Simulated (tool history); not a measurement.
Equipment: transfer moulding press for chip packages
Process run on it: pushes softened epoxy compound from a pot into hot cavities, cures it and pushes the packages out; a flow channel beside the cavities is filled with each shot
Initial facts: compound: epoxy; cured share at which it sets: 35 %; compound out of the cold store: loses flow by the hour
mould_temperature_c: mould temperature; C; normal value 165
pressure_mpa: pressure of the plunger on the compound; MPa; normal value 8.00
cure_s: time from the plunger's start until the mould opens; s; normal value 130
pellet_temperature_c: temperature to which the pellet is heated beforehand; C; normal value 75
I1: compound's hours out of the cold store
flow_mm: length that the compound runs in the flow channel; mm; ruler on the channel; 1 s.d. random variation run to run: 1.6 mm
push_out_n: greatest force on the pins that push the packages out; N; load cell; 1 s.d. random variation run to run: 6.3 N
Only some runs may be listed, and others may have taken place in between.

{"run": 1, "hour": 0.0, "mould_temperature_c": 165, "pressure_mpa": 8.0, "cure_s": 130, "pellet_temperature_c": 75, "I1": 31.6, "flow_mm": 630, "push_out_n": 279}
{"run": 2, "hour": 69.7, "mould_temperature_c": 165, "pressure_mpa": 8.0, "cure_s": 130, "pellet_temperature_c": 65, "I1": 19.5, "flow_mm": 649, "push_out_n": 357}
{"hour": 85.8, "done": "cavities cleaned with cleaning compound and waxed"}
{"run": 3, "hour": 118.5, "mould_temperature_c": 165, "pressure_mpa": 8.0, "cure_s": 130, "pellet_temperature_c": 75, "I1": 27.6, "flow_mm": 627, "push_out_n": 307}
{"hour": 127.3, "done": "plunger's sealing rings changed"}
{"run": 4, "hour": 182.0, "mould_temperature_c": 165, "pressure_mpa": 8.0, "cure_s": 130, "pellet_temperature_c": 75, "I1": 35.1, "flow_mm": 630, "push_out_n": 381}
{"hour": 186.8, "done": "cavities cleaned with cleaning compound and waxed"}
{"run": 5, "hour": 235.2, "mould_temperature_c": 165, "pressure_mpa": 8.0, "cure_s": 130, "pellet_temperature_c": 75, "I1": 20.7, "flow_mm": 652, "push_out_n": 327}
{"hour": 284.4, "done": "cavities cleaned with cleaning compound and waxed"}
{"run": 6, "hour": 306.7, "mould_temperature_c": 165, "pressure_mpa": 8.0, "cure_s": 130, "pellet_temperature_c": 69, "I1": 23.5, "flow_mm": 640, "push_out_n": 290}
{"hour": 331.8, "done": "mould's thermocouples calibrated"}
{"run": 7, "hour": 374.0, "mould_temperature_c": 165, "pressure_mpa": 8.0, "cure_s": 130, "pellet_temperature_c": 69, "I1": 9.9, "flow_mm": 662, "push_out_n": 358}
{"hour": 384.1, "done": "plunger's sealing rings changed"}
{"hour": 385.6, "done": "cavities cleaned with cleaning compound and waxed"}
{"run": 8, "hour": 444.6, "mould_temperature_c": 165, "pressure_mpa": 6.53, "cure_s": 130, "pellet_temperature_c": 69, "I1": 16.4, "flow_mm": 598, "push_out_n": 338}
{"hour": 484.2, "done": "cavities cleaned with cleaning compound and waxed"}
{"run": 9, "hour": 490.9, "mould_temperature_c": 165, "pressure_mpa": 6.53, "cure_s": 130, "pellet_temperature_c": 69, "I1": 8.9, "flow_mm": 614, "push_out_n": 260}
{"run": 10, "hour": 557.6, "mould_temperature_c": 165, "pressure_mpa": 6.53, "cure_s": 130, "pellet_temperature_c": 69, "I1": 22.7, "flow_mm": 580, "push_out_n": 349}
{"hour": 583.1, "done": "cavities cleaned with cleaning compound and waxed"}
{"run": 11, "hour": 605.1, "mould_temperature_c": 165, "pressure_mpa": 6.53, "cure_s": 130, "pellet_temperature_c": 69, "I1": 21.2, "flow_mm": 580, "push_out_n": 287}
{"hour": 639.6, "done": "plunger's sealing rings changed"}
{"run": 12, "hour": 645.2, "mould_temperature_c": 165, "pressure_mpa": 9.31, "cure_s": 130, "pellet_temperature_c": 75, "I1": 28.1, "flow_mm": 692, "push_out_n": 355}
{"hour": 682.3, "done": "cavities cleaned with cleaning compound and waxed"}
{"run": 13, "hour": 682.4, "mould_temperature_c": 157, "pressure_mpa": 8.31, "cure_s": 165, "pellet_temperature_c": 67, "I1": 12.0, "flow_mm": 720, "push_out_n": 247}
{"hour": 694.6, "done": "mould's thermocouples calibrated, once more"}
{"run": 14, "hour": 751.7, "mould_temperature_c": 171, "pressure_mpa": 6.11, "cure_s": 145, "pellet_temperature_c": 81, "I1": 28.6, "flow_mm": 539, "push_out_n": 303}
{"hour": 783.3, "done": "cavities cleaned with cleaning compound and waxed"}
{"run": 15, "hour": 818.0, "mould_temperature_c": 164, "pressure_mpa": 8.0, "cure_s": 130, "pellet_temperature_c": 78, "I1": 29.0, "flow_mm": 633, "push_out_n": 305}
{"hour": 884.3, "done": "cavities cleaned with cleaning compound and waxed"}
{"run": 16, "hour": 888.8, "mould_temperature_c": 164, "pressure_mpa": 8.0, "cure_s": 130, "pellet_temperature_c": 78, "I1": 36.5, "flow_mm": 613, "push_out_n": 271}
{"hour": 897.7, "done": "plunger's sealing rings changed"}
{"run": 17, "hour": 929.2, "mould_temperature_c": 172, "pressure_mpa": 8.0, "cure_s": 129, "pellet_temperature_c": 75, "I1": 24.4, "flow_mm": 630, "push_out_n": 317}
{"hour": 985.0, "done": "cavities cleaned with cleaning compound and waxed"}
{"run": 18, "hour": 985.1, "mould_temperature_c": 165, "pressure_mpa": 6.16, "cure_s": 130, "pellet_temperature_c": 75, "I1": 13.2, "flow_mm": 588, "push_out_n": 250}
{"run": 19, "hour": 1016.7, "mould_temperature_c": 165, "pressure_mpa": 9.96, "cure_s": 120, "pellet_temperature_c": 75, "I1": 9.7, "flow_mm": 753, "push_out_n": 314}
{"run": 20, "hour": 1070.5, "mould_temperature_c": 165, "pressure_mpa": 9.96, "cure_s": 120, "pellet_temperature_c": 75, "I1": 35.2, "flow_mm": 688, "push_out_n": 370}
{"hour": 1081.7, "done": "cavities cleaned with cleaning compound and waxed"}
{"run": 21, "hour": 1126.5, "mould_temperature_c": 165, "pressure_mpa": 9.96, "cure_s": 120, "pellet_temperature_c": 75, "I1": 33.1, "flow_mm": 689, "push_out_n": 334}

Forecast run 22:
{"hour": 1155.6, "done": "plunger's sealing rings changed"}
{"run": 22, "hour": 1166.3, "mould_temperature_c": 160, "pressure_mpa": 7.42, "cure_s": 145, "pellet_temperature_c": 75, "I1": 13.9, "flow_mm": "?", "push_out_n": "?"}

flow_mm: 665 mm
push_out_n: 383 N
Without the tool's hidden state the same run would have given flow_mm 671 mm, push_out_n 264 N.
